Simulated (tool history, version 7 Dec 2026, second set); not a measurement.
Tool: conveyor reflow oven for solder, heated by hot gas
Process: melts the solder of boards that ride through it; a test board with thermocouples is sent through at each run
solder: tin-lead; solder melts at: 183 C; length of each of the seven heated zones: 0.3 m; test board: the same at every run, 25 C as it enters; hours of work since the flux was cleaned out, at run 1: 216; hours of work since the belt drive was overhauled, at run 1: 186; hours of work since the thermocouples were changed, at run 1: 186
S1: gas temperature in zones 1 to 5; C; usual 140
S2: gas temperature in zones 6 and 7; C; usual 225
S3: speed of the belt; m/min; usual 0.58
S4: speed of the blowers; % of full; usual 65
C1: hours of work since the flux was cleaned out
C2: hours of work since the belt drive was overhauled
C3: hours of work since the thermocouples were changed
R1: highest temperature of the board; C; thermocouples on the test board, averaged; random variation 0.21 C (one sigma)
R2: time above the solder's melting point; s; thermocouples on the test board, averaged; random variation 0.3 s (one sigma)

Run 1, hour 0: usual settings; C1 216; C2 186; C3 186. Result: R1 205.5 C, R2 37.1 s.
Run 2, hour 39.7: usual settings; C1 237; C2 207; C3 207. Result: R1 205.1 C, R2 36.8 s.
Run 3, hour 61.1: usual settings; C1 249; C2 219; C3 219. Result: R1 205.2 C, R2 36.7 s.
Run 4, hour 104.3: usual settings; C1 272; C2 242; C3 242. Result: R1 205 C, R2 36.1 s.
At hour 116.8: flux residue cleaned out of gas plates and filters.
Run 5, hour 138.9: usual settings; C1 12; C2 258; C3 258. Result: R1 204.1 C, R2 35.4 s.
Run 6, hour 182.2: usual settings; C1 35; C2 281; C3 281. Result: R1 204.3 C, R2 35.7 s.
Run 7, hour 210.6: usual settings; C1 50; C2 297; C3 297. Result: R1 204 C, R2 36 s.
At hour 248.5: flux residue cleaned out of gas plates and filters, once more.
Run 8, hour 256.3: usual settings; C1 4; C2 318; C3 318. Result: R1 208.4 C, R2 40.9 s.
Run 9, hour 275: usual settings; C1 14; C2 328; C3 328. Result: R1 208 C, R2 40.1 s.
Run 10, hour 318.1: usual settings but S4 67 % of full; C1 37; C2 352; C3 352. Result: R1 208.3 C, R2 39.9 s.
Run 11, hour 358.4: usual settings but S4 77 % of full; C1 59; C2 373; C3 373. Result: R1 209.7 C, R2 41.7 s.
Run 12, hour 391.9: usual settings but S4 77 % of full; C1 77; C2 391; C3 391. Result: R1 209.8 C, R2 42.6 s.
Run 13, hour 411.3: usual settings; C1 88; C2 402; C3 402. Result: R1 207.3 C, R2 39.8 s.
Run 14, hour 438.8: usual settings; C1 102; C2 417; C3 417. Result: R1 207.1 C, R2 39 s.
Run 15, hour 482.9: usual settings but S3 0.568 m/min; C1 126; C2 440; C3 440. Result: R1 207.6 C, R2 40 s.
Run 16, hour 523.7: usual settings but S3 0.568 m/min; C1 148; C2 462; C3 462. Result: R1 206.9 C, R2 40.3 s.
Run 17, hour 548.3: usual settings but S3 0.568 m/min; C1 161; C2 475; C3 475. Result: R1 207.2 C, R2 40.2 s.
Run 18, hour 591.1: usual settings but S3 0.568 m/min; C1 184; C2 499; C3 499. Result: R1 207 C, R2 40.7 s.
Run 19, hour 617.2: usual settings but S3 0.499 m/min; C1 198; C2 513; C3 513. Result: R1 211.2 C, R2 50 s.
Run 20, hour 645.3: usual settings but S1 130 C, S2 233 C, S3 0.503 m/min, S4 66 % of full; C1 213; C2 528; C3 528. Result: R1 215.3 C, R2 50.5 s.
Run 21, hour 689.2: usual settings but S1 143 C, S3 0.592 m/min; C1 237; C2 551; C3 551. Result: R1 206.1 C, R2 37.6 s.
Run 22, hour 722.4: usual settings but S1 153 C; C1 255; C2 569; C3 569. Result: R1 208.4 C, R2 45.2 s.
Run 23, hour 748.9: usual settings but S1 136 C, S2 220 C; C1 269; C2 583; C3 583. Result: R1 200.8 C, R2 31.2 s.
At hour 767.2: flux residue cleaned out of gas plates and filters.
Run 24, hour 779.8: usual settings but S2 226 C, S3 0.692 m/min, S4 66 % of full; C1 7; C2 597; C3 597. Result: R1 203.8 C, R2 29.2 s.
Run 25, hour 810.3: usual settings but S2 226 C, S3 0.692 m/min, S4 66 % of full; C1 23; C2 614; C3 614. Result: R1 203.9 C, R2 29.1 s.
Run 26, hour 833.8: usual settings but S1 143 C, S2 233 C, S3 0.502 m/min, S4 61 % of full; C1 36; C2 626; C3 626. Result: R1 219.1 C, R2 57.3 s.
Run 27, hour 855: usual settings but S1 143 C, S2 233 C, S3 0.502 m/min, S4 61 % of full; C1 47; C2 638; C3 638. Result: R1 219 C, R2 57.9 s.
Run 28, hour 875.9: usual settings but S1 145 C, S2 230 C, S4 61 % of full; C1 58; C2 649; C3 649. Result: R1 212.3 C, R2 45.3 s.
Run 29, hour 917.7: usual settings but S1 148 C, S2 230 C, S4 61 % of full; C1 81; C2 672; C3 672. Result: R1 212.6 C, R2 46.8 s.
Run 30, hour 947.1: usual settings but S1 142 C, S2 230 C, S3 0.681 m/min, S4 89 % of full; C1 97; C2 687; C3 687. Result: R1 211.7 C, R2 37.1 s.
Run 31, hour 966.6: usual settings but S1 137 C, S2 222 C, S3 0.503 m/min, S4 55 % of full; C1 107; C2 698; C3 698. Result: R1 207 C, R2 45.1 s.

Forecast each of these 4 alternatives for the next run:
Run A, hour 991: usual settings but S1 137 C, S3 0.477 m/min, S4 55 % of full; C1 120; C2 711; C3 711. Result: R1 ?, R2 ?.
Run B, hour 991: usual settings but S1 137 C, S2 219 C, S3 0.503 m/min, S4 55 % of full; C1 120; C2 711; C3 711. Result: R1 ?, R2 ?.
Run C, hour 991: usual settings but S2 227 C; C1 120; C2 711; C3 711. Result: R1 ?, R2 ?.
Run D, hour 991: usual settings but S2 223 C, S4 85 % of full; C1 120; C2 711; C3 711. Result: R1 ?, R2 ?.

run     R1    R2
  A  210.8  52.3
  B  204.7  42.1
  C  208.7  41.3
  D  209.1  41.9
Without the tool's hidden state the same runs would have given:
run     R1    R2
  A  210.6  51.4
  B  204.5  41.4
  C  208.8  40.8
  D  209.2  41.4
